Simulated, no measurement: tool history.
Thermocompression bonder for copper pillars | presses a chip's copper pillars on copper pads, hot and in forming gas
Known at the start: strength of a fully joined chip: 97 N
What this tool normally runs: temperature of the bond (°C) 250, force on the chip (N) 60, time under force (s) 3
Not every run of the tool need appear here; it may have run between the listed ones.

run    hour  temperature of the bond (°C)  force on the chip (N)  time under force (s)  force that shears a chip off (N)
  1       0                           250                     60                     3                              72.3
  2    46.8                           250                     60                     6                              83.2
  3    84.3                           250                     60                     2                              65.2
  4   115.7                           250                     60                     2                              65.9
  5   153.8                           250                     60                     3                                72
      191.4  -- force cell calibrated
      191.9  -- forming gas filter changed
  6   207.6                           250                     60                     3                              72.5
  7   237.7                           250                     60                     3                              72.1
  8   290.4                           250                     62                     3                              72.8
  9   322.7                           250                     62                     3                                72
 10   363.6                           250                     66                     3                              76.1
 11   405.3                           250                     66                     3                              75.4
 12     432                           250                     66                     3                              75.2
 13   470.9                           250                     66                     3                              75.8
        477  -- forming gas filter changed
 14   512.2                           250                     66                     3                              75.6
 15     545                           250                     66                     3                              75.5
 16   571.2                           250                     73                     3                              80.3
      575.1  -- gauge calibrated
 17   607.4                           250                     73                     3                                82
 18   631.3                           250                     60                     3                              71.6
 19   667.2                           250                     60                     6                              82.3
 20   699.4                           250                     60                     6                                82
 21   726.4                           250                     60                     6                              82.3
      763.3  -- forming gas filter changed
 22   784.9                           250                     60                     6                              82.7
 23   835.3                           250                     60                     6                              82.6
 24   875.9                           234                     60                     7                              78.3
 25   917.7                           234                     60                     7                              78.6
 26   941.1                           239                     36                     7                              55.1
 27   975.6                           239                     36                     7                              54.9
 28    1004                           239                     36                     7                              54.9
 29  1038.1                           239                     36                     7                              54.5
     1051.3  -- forming gas filter changed
 30  1090.7                           239                     36                     4                              45.8
 31  1126.2                           228                     39                     3                              39.7
 32  1153.8                           250                     60                     2                              63.9
 33  1203.4                           269                     47                     2                                60
 34    1260                           260                     44                     4                              64.1
 35    1307                           237                     80                     2                              70.8
     1337.1  -- forming gas filter changed
 36  1342.3                           237                     80                     2                              71.8
 37  1373.9                           266                     53                     6                              80.4
 38  1397.2                           266                     53                     6                              80.2
 39  1435.3                           261                     65                     6                              85.5
 40  1460.7                           266                     57                     4                              77.6

Measured minus without-hidden-state, run by run (identical run-to-run variation in each term; gauge scatter may differ):
Unlogged tool condition in this case: true temperature of the bond over the reading, C; force that reaches the chip, % of what is set; oxide that the forming gas leaves, % of the face; drift of the gauge itself on shear_n, %.
run  force that shears a chip off (N)
  1                              +0.2
  2                              -0.1
  3                              -0.1
  4                              -0.2
  5                              -0.5
  6                              -0.7
  7                              -0.8
  8                                -1
  9                              -1.2
 10                              -1.4
 11                              -1.5
 12                              -1.7
 13                              -1.9
 14                              -1.7
 15                              -1.8
 16                              -2.1
 17                              -0.1
 18                              -0.2
 19                              -0.5
 20                              -0.6
 21                              -0.7
 22                              -0.7
 23                              -0.9
 24                                -1
 25                              -1.2
 26                              -0.9
 27                                -1
 28                              -1.1
 29                              -1.1
 30                              -0.9
 31                              -0.9
 32                              -1.6
 33                              -1.6
 34                                -2
 35                              -2.5
 36                              -2.4
 37                              -2.9
 38                                -3
 39                              -3.5
 40                              -3.2
